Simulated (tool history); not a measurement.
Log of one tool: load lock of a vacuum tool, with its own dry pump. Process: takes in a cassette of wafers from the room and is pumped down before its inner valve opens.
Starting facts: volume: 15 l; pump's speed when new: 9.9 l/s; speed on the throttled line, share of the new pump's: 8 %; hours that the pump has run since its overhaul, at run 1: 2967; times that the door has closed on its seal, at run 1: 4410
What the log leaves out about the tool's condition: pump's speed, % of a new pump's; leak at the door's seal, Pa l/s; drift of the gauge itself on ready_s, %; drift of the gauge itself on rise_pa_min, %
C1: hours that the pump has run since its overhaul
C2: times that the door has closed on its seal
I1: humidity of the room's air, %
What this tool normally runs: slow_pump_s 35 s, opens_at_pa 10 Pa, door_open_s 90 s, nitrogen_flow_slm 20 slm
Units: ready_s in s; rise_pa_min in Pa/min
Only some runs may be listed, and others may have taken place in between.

run 1 hour=0 | slow_pump_s=35 opens_at_pa=10 door_open_s=90 nitrogen_flow_slm=20 | C1=2967 C2=4410 | I1=44.5 | ready_s=46.2 rise_pa_min=0.051
run 2 hour=332.7 | slow_pump_s=35 opens_at_pa=10 door_open_s=90 nitrogen_flow_slm=20 | C1=3300 C2=5830 | I1=46.2 | ready_s=46 rise_pa_min=0.055
run 3 hour=687.1 | slow_pump_s=35 opens_at_pa=10 door_open_s=90 nitrogen_flow_slm=20 | C1=3654 C2=7343 | I1=46.1 | ready_s=46 rise_pa_min=0.057
run 4 hour=997.4 | slow_pump_s=35 opens_at_pa=10 door_open_s=90 nitrogen_flow_slm=20 | C1=3965 C2=8667 | I1=46.8 | ready_s=46 rise_pa_min=0.057
run 5 hour=1474.4 | slow_pump_s=35 opens_at_pa=10 door_open_s=90 nitrogen_flow_slm=20 | C1=4442 C2=10703 | I1=46.4 | ready_s=46.2 rise_pa_min=0.054
run 6 hour=1968.2 | slow_pump_s=35 opens_at_pa=10 door_open_s=90 nitrogen_flow_slm=20 | C1=4935 C2=12811 | I1=41.9 | ready_s=46.1 rise_pa_min=0.051
run 7 hour=2466.2 | slow_pump_s=35 opens_at_pa=10 door_open_s=90 nitrogen_flow_slm=20 | C1=5433 C2=14937 | I1=46.7 | ready_s=46.1 rise_pa_min=0.054
run 8 hour=2920.1 | slow_pump_s=35 opens_at_pa=10 door_open_s=90 nitrogen_flow_slm=20 | C1=5887 C2=16874 | I1=46.8 | ready_s=45.9 rise_pa_min=0.058
run 9 hour=3205.3 | slow_pump_s=35 opens_at_pa=10 door_open_s=90 nitrogen_flow_slm=20 | C1=6173 C2=18091 | I1=45.9 | ready_s=45.8 rise_pa_min=0.057
run 10 hour=3771.9 | slow_pump_s=35 opens_at_pa=10 door_open_s=90 nitrogen_flow_slm=20 | C1=6739 C2=20510 | I1=44.3 | ready_s=45.9 rise_pa_min=0.052
run 11 hour=4083.2 | slow_pump_s=35 opens_at_pa=10 door_open_s=60 nitrogen_flow_slm=20 | C1=7050 C2=21838 | I1=45.2 | ready_s=45.9 rise_pa_min=0.045
run 12 hour=4331.3 | slow_pump_s=35 opens_at_pa=10 door_open_s=60 nitrogen_flow_slm=20 | C1=7299 C2=22898 | I1=43.5 | ready_s=46.1 rise_pa_min=0.043
run 13 hour=4828.7 | slow_pump_s=43 opens_at_pa=10 door_open_s=45 nitrogen_flow_slm=7 | C1=7796 C2=25021 | I1=44.5 | ready_s=53.6 rise_pa_min=0.056
run 14 hour=5234 | slow_pump_s=43 opens_at_pa=10 door_open_s=45 nitrogen_flow_slm=29 | C1=8201 C2=26751 | I1=47.6 | ready_s=53.2 rise_pa_min=0.034
run 15 hour=5777.3 | slow_pump_s=43 opens_at_pa=10 door_open_s=45 nitrogen_flow_slm=29 | C1=8745 C2=29069 | I1=41.7 | ready_s=53.3 rise_pa_min=0.029
run 16 hour=6145.3 | slow_pump_s=24 opens_at_pa=10 door_open_s=104 nitrogen_flow_slm=5 | C1=9113 C2=30640 | I1=40.9 | ready_s=36 rise_pa_min=0.085
run 17 hour=6626.4 | slow_pump_s=24 opens_at_pa=10 door_open_s=104 nitrogen_flow_slm=5 | C1=9594 C2=32694 | I1=45.4 | ready_s=36.3 rise_pa_min=0.096
run 18 hour=6984.1 | slow_pump_s=30 opens_at_pa=17 door_open_s=74 nitrogen_flow_slm=26 | C1=9951 C2=34220 | I1=45.4 | ready_s=40.8 rise_pa_min=0.049
run 19 hour=7385.4 | slow_pump_s=23 opens_at_pa=10 door_open_s=74 nitrogen_flow_slm=26 | C1=10353 C2=35933 | I1=44.3 | ready_s=35.1 rise_pa_min=0.04
run 20 hour=7915.2 | slow_pump_s=35 opens_at_pa=9 door_open_s=90 nitrogen_flow_slm=25 | C1=10882 C2=38195 | I1=46.6 | ready_s=46.4 rise_pa_min=0.055
run 21 hour=8211.6 | slow_pump_s=35 opens_at_pa=9 door_open_s=90 nitrogen_flow_slm=25 | C1=11179 C2=39460 | I1=43.9 | ready_s=46.2 rise_pa_min=0.048
run 22 hour=8664.7 | slow_pump_s=35 opens_at_pa=10 door_open_s=76 nitrogen_flow_slm=17 | C1=11632 C2=41394 | I1=44.5 | ready_s=46 rise_pa_min=0.059
run 23 hour=9169.2 | slow_pump_s=35 opens_at_pa=16 door_open_s=76 nitrogen_flow_slm=38 | C1=12136 C2=43547 | I1=43 | ready_s=45.3 rise_pa_min=0.038

Each row is a separate what-if for the run after 23, all from the same tool condition, not one after another. Results?
run A hour=9463 | slow_pump_s=32 opens_at_pa=10 door_open_s=237 nitrogen_flow_slm=20 | C1=12430 C2=44801 | I1=47.6 | ready_s=? rise_pa_min=?
run B hour=9463 | slow_pump_s=35 opens_at_pa=16 door_open_s=33 nitrogen_flow_slm=25 | C1=12430 C2=44801 | I1=45.6 | ready_s=? rise_pa_min=?
run C hour=9463 | slow_pump_s=33 opens_at_pa=17 door_open_s=90 nitrogen_flow_slm=20 | C1=12430 C2=44801 | I1=42.3 | ready_s=? rise_pa_min=?
run D hour=9463 | slow_pump_s=65 opens_at_pa=9 door_open_s=76 nitrogen_flow_slm=38 | C1=12430 C2=44801 | I1=49.6 | ready_s=? rise_pa_min=?

run=A ready_s=43.4 rise_pa_min=0.109
run=B ready_s=45.5 rise_pa_min=0.025
run=C ready_s=43.1 rise_pa_min=0.05
run=D ready_s=73.3 rise_pa_min=0.041
Without the tool's unlogged condition, the same runs would have read:
run=A ready_s=43.4 rise_pa_min=0.108
run=B ready_s=45.5 rise_pa_min=0.023
run=C ready_s=43.1 rise_pa_min=0.049
run=D ready_s=73.3 rise_pa_min=0.039

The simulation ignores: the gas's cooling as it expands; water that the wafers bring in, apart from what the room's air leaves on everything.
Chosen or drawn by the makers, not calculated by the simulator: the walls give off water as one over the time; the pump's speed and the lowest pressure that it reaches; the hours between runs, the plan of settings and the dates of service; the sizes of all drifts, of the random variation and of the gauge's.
